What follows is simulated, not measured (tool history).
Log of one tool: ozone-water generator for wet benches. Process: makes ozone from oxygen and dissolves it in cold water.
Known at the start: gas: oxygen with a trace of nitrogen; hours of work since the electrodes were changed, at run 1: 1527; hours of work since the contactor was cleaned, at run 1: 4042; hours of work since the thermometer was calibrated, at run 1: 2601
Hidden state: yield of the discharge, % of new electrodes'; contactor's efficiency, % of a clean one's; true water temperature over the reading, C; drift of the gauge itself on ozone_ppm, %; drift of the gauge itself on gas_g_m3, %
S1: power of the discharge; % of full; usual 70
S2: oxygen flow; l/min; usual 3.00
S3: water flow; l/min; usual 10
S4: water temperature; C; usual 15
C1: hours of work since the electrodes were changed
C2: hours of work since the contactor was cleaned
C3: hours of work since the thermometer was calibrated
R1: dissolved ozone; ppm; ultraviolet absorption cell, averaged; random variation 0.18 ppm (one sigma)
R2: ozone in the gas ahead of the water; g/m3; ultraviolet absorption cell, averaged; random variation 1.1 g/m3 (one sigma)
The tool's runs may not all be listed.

Run 1, day 0.000: usual settings; C1 1527; C2 4042; C3 2601. Result: R1 24.3 ppm, R2 188.9 g/m3.
Run 2, day 3.521: usual settings; C1 1604; C2 4119; C3 2677. Result: R1 24.5 ppm, R2 187.0 g/m3.
At day 8.654: water thermometer calibrated.
Run 3, day 8.654: usual settings; C1 1715; C2 4230; C3 0. Result: R1 24.4 ppm, R2 187.8 g/m3.
Run 4, day 12.125: usual settings but S4 18 C; C1 1791; C2 4306; C3 76. Result: R1 23.2 ppm, R2 185.9 g/m3.
Run 5, day 17.608: usual settings but S4 18 C; C1 1911; C2 4426; C3 195. Result: R1 23.1 ppm, R2 187.2 g/m3.
Run 6, day 21.400: usual settings but S4 18 C; C1 1993; C2 4508; C3 278. Result: R1 23.2 ppm, R2 185.9 g/m3.
Run 7, day 26.667: usual settings but S2 3.29 l/min; C1 2108; C2 4623; C3 393. Result: R1 24.2 ppm, R2 173.8 g/m3.
Run 8, day 32.650: usual settings but S2 3.29 l/min; C1 2238; C2 4753; C3 523. Result: R1 24.1 ppm, R2 175.2 g/m3.
Run 9, day 38.800: usual settings but S3 7 l/min; C1 2373; C2 4887; C3 657. Result: R1 31.4 ppm, R2 184.8 g/m3.
At day 39.862: contactor cleaned.
Run 10, day 43.858: usual settings but S3 7 l/min; C1 2479; C2 87; C3 764. Result: R1 31.5 ppm, R2 184.6 g/m3.
Run 11, day 48.792: usual settings but S3 7 l/min; C1 2587; C2 195; C3 871. Result: R1 32.0 ppm, R2 183.9 g/m3.
Run 12, day 51.821: usual settings but S3 7 l/min; C1 2653; C2 261; C3 937. Result: R1 31.5 ppm, R2 183.9 g/m3.
Run 13, day 55.038: usual settings but S3 7 l/min; C1 2723; C2 331; C3 1007. Result: R1 31.6 ppm, R2 184.3 g/m3.
Run 14, day 58.204: usual settings but S2 5.20 l/min, S3 7 l/min; C1 2792; C2 400; C3 1076. Result: R1 27.6 ppm, R2 130.4 g/m3.
Run 15, day 64.088: usual settings but S2 1.66 l/min, S3 7 l/min; C1 2920; C2 528; C3 1205. Result: R1 33.2 ppm, R2 263.7 g/m3.
Run 16, day 69.846: usual settings but S2 1.66 l/min, S3 7 l/min; C1 3046; C2 654; C3 1330. Result: R1 33.4 ppm, R2 261.5 g/m3.
Run 17, day 72.467: usual settings but S2 1.52 l/min, S3 11 l/min; C1 3103; C2 711; C3 1387. Result: R1 22.0 ppm, R2 277.6 g/m3.
Run 18, day 77.738: usual settings but S1 42 % of full, S2 1.52 l/min, S3 8 l/min, S4 16 C; C1 3218; C2 826; C3 1502. Result: R1 21.7 ppm, R2 206.1 g/m3.
Run 19, day 81.288: usual settings but S1 42 % of full, S2 1.52 l/min, S3 8 l/min, S4 16 C; C1 3295; C2 903; C3 1580. Result: R1 21.8 ppm, R2 206.7 g/m3.
Run 20, day 84.888: usual settings but S1 68 % of full, S2 2.88 l/min, S3 9 l/min, S4 7 C; C1 3374; C2 981; C3 1658. Result: R1 29.4 ppm, R2 185.8 g/m3.
Run 21, day 87.933: usual settings but S1 68 % of full, S2 2.88 l/min, S3 9 l/min, S4 7 C; C1 3440; C2 1048; C3 1724. Result: R1 28.8 ppm, R2 183.5 g/m3.
Run 22, day 91.729: usual settings but S1 51 % of full, S2 2.19 l/min, S3 9 l/min, S4 7 C; C1 3523; C2 1131; C3 1807. Result: R1 24.4 ppm, R2 184.4 g/m3.
Run 23, day 96.038: usual settings but S1 43 % of full, S2 2.72 l/min, S3 15 l/min, S4 12 C; C1 3617; C2 1224; C3 1901. Result: R1 13.1 ppm, R2 147.8 g/m3.
Run 24, day 101.429: usual settings but S1 43 % of full, S2 2.72 l/min, S3 15 l/min, S4 12 C; C1 3734; C2 1342; C3 2019. Result: R1 13.1 ppm, R2 148.0 g/m3.
Run 25, day 104.138: usual settings but S1 43 % of full, S2 2.72 l/min, S3 15 l/min, S4 12 C; C1 3793; C2 1401; C3 2078. Result: R1 13.0 ppm, R2 147.2 g/m3.
Run 26, day 108.238: usual settings but S1 43 % of full, S2 2.72 l/min, S3 15 l/min, S4 12 C; C1 3882; C2 1490; C3 2167. Result: R1 13.2 ppm, R2 146.0 g/m3.
Run 27, day 113.962: usual settings but S2 4.19 l/min, S3 7 l/min, S4 18 C; C1 4007; C2 1615; C3 2292. Result: R1 26.9 ppm, R2 146.9 g/m3.
Run 28, day 118.062: usual settings but S1 88 % of full, S4 17 C; C1 4097; C2 1705; C3 2381. Result: R1 26.4 ppm, R2 208.0 g/m3.
Run 29, day 120.729: usual settings but S1 95 % of full, S2 2.22 l/min, S4 17 C; C1 4155; C2 1763; C3 2439. Result: R1 28.1 ppm, R2 260.7 g/m3.
Run 30, day 124.992: usual settings but S1 95 % of full, S2 2.22 l/min, S4 17 C; C1 4248; C2 1856; C3 2532. Result: R1 27.8 ppm, R2 259.0 g/m3.
Run 31, day 128.338: usual settings but S1 95 % of full, S2 2.22 l/min, S4 17 C; C1 4321; C2 1928; C3 2605. Result: R1 27.9 ppm, R2 259.5 g/m3.
Run 32, day 133.308: usual settings but S1 95 % of full, S2 2.22 l/min, S4 17 C; C1 4429; C2 2037; C3 2714. Result: R1 27.6 ppm, R2 258.7 g/m3.

Some steps in R1 between neighbouring runs. How much of each would the tool show without its hidden state too (settings, what came in, random variation), and how much is left for the hidden state, with any gauge scatter that isn't in both results?
Run 16 -> 17: S2 1.66 -> 1.52, S3 7 -> 11. R1 -11.4 ppm: hidden state +0.5, all else -11.9.
Run 19 -> 20: S1 42 -> 68, S2 1.52 -> 2.88, S3 8 -> 9, S4 16 -> 7. R1 +7.6 ppm: hidden state -0.6, all else +8.2.
Run 22 -> 23: S1 51 -> 43, S2 2.19 -> 2.72, S3 9 -> 15, S4 7 -> 12. R1 -11.3 ppm: hidden state +0.5, all else -11.8.
Run 26 -> 27: S1 43 -> 70, S2 2.72 -> 4.19, S3 15 -> 7, S4 12 -> 18. R1 +13.7 ppm: hidden state -1.0, all else +14.7.
